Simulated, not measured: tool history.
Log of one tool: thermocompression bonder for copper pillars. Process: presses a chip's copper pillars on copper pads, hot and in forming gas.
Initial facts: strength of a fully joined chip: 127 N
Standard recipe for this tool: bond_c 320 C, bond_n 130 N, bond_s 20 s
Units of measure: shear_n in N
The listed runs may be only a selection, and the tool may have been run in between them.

| run | day | bond_c | bond_n | bond_s | shear_n |
|---|---|---|---|---|---|
| 1 | 0 | 320 | 130 | 20 | 71 |
| 2 | 1.504 | 320 | 130 | 36 | 84 |
| 3 | 2.254 | 320 | 130 | 20 | 70.6 |
| 4 | 3.358 | 320 | 130 | 20 | 70.9 |
|  | 4.154 | forming gas filter changed |
| 5 | 4.908 | 320 | 130 | 20 | 71.8 |
| 6 | 5.646 | 320 | 130 | 20 | 71.7 |
| 7 | 6.888 | 320 | 130 | 59 | 96.1 |
| 8 | 7.938 | 320 | 130 | 20 | 70.7 |
| 9 | 8.85 | 320 | 130 | 20 | 71 |
|  | 9.008 | force cell calibrated |
| 10 | 9.646 | 320 | 130 | 20 | 69.3 |
| 11 | 10.612 | 320 | 130 | 20 | 68.8 |
| 12 | 11.642 | 320 | 130 | 20 | 69.1 |
| 13 | 13.012 | 320 | 130 | 20 | 67.7 |
| 14 | 14.183 | 320 | 130 | 20 | 68.3 |
|  | 15.583 | force cell calibrated, once more |
| 15 | 15.917 | 320 | 130 | 20 | 71.9 |
| 16 | 16.675 | 302 | 130 | 20 | 58.2 |
|  | 17.129 | forming gas filter changed |
| 17 | 17.625 | 302 | 130 | 20 | 59.5 |
| 18 | 19.162 | 297 | 88 | 50 | 51.9 |
| 19 | 20.262 | 333 | 117 | 17 | 72.4 |
| 20 | 21.054 | 304 | 160 | 43 | 90.2 |
| 21 | 22.229 | 341 | 127 | 20 | 86.7 |

Run 22 is up next; what results do you expect?
| 22 | 23.104 | 341 | 131 | 42 | ? |

{"run 22": {"shear_n": 104.5}}
On a tool with no hidden condition, and with the same random variation, this run would have come out at shear_n 107.7 N.
